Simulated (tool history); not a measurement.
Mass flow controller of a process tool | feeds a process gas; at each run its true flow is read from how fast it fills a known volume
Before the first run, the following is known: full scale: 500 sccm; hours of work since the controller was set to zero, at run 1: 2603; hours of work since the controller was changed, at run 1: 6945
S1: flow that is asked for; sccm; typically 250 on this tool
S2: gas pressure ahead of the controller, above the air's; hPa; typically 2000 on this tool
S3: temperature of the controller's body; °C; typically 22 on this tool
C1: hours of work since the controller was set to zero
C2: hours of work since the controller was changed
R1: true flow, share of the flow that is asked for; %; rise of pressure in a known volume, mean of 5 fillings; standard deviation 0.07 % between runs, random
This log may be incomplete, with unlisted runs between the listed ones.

Run 1, hour 0: usual settings; C1 2603; C2 6945. Result: R1 98.37 %.
Run 2, hour 419.3: usual settings; C1 2862; C2 7204. Result: R1 98.46 %.
Run 3, hour 803.2: usual settings; C1 3098; C2 7441. Result: R1 98.51 %.
Run 4, hour 1094.2: usual settings; C1 3278; C2 7620. Result: R1 98.55 %.
Run 5, hour 1391.3: usual settings but S2 1820 hPa; C1 3461; C2 7803. Result: R1 98.5 %.
Run 6, hour 1769: usual settings but S1 482 sccm, S2 1820 hPa; C1 3694; C2 8036. Result: R1 100.34 %.
Run 7, hour 2041.8: usual settings; C1 3863; C2 8205. Result: R1 98.54 %.
Run 8, hour 2428.3: usual settings; C1 4101; C2 8443. Result: R1 98.42 %.
At hour 2687.7: controller's zero set anew.
Run 9, hour 2790.3: usual settings; C1 63; C2 8666. Result: R1 99.1 %.
Run 10, hour 3226.2: usual settings but S2 2370 hPa; C1 332; C2 8935. Result: R1 98.8 %.
Run 11, hour 3448.1: usual settings but S1 393 sccm, S2 2370 hPa; C1 469; C2 9072. Result: R1 100.03 %.
Run 12, hour 3765.5: usual settings but S3 37 °C; C1 665; C2 9268. Result: R1 99.66 %.
Run 13, hour 4093.5: usual settings but S3 37 °C; C1 867; C2 9470. Result: R1 99.67 %.
Run 14, hour 4411.7: usual settings but S3 37 °C; C1 1064; C2 9666. Result: R1 99.57 %.
Run 15, hour 4692.2: usual settings but S2 2450 hPa; C1 1237; C2 9840. Result: R1 98.96 %.
Run 16, hour 4900: usual settings but S3 37 °C; C1 1365; C2 9968. Result: R1 99.62 %.
At hour 5032.1: controller exchanged for a calibrated one.
Run 17, hour 5192.6: usual settings but S3 24 °C; C1 99; C2 99. Result: R1 98.49 %.
Run 18, hour 5399.4: usual settings but S3 24 °C; C1 227; C2 227. Result: R1 98.56 %.

For run 19, what comes out?
Run 19, hour 5746: usual settings but S1 148 sccm, S3 29 °C; C1 440; C2 440. Result: R1 ?.

{"run 19": {"R1": 97.78}}
Had the tool carried no hidden state, the very same run would have given R1 97.78 %.

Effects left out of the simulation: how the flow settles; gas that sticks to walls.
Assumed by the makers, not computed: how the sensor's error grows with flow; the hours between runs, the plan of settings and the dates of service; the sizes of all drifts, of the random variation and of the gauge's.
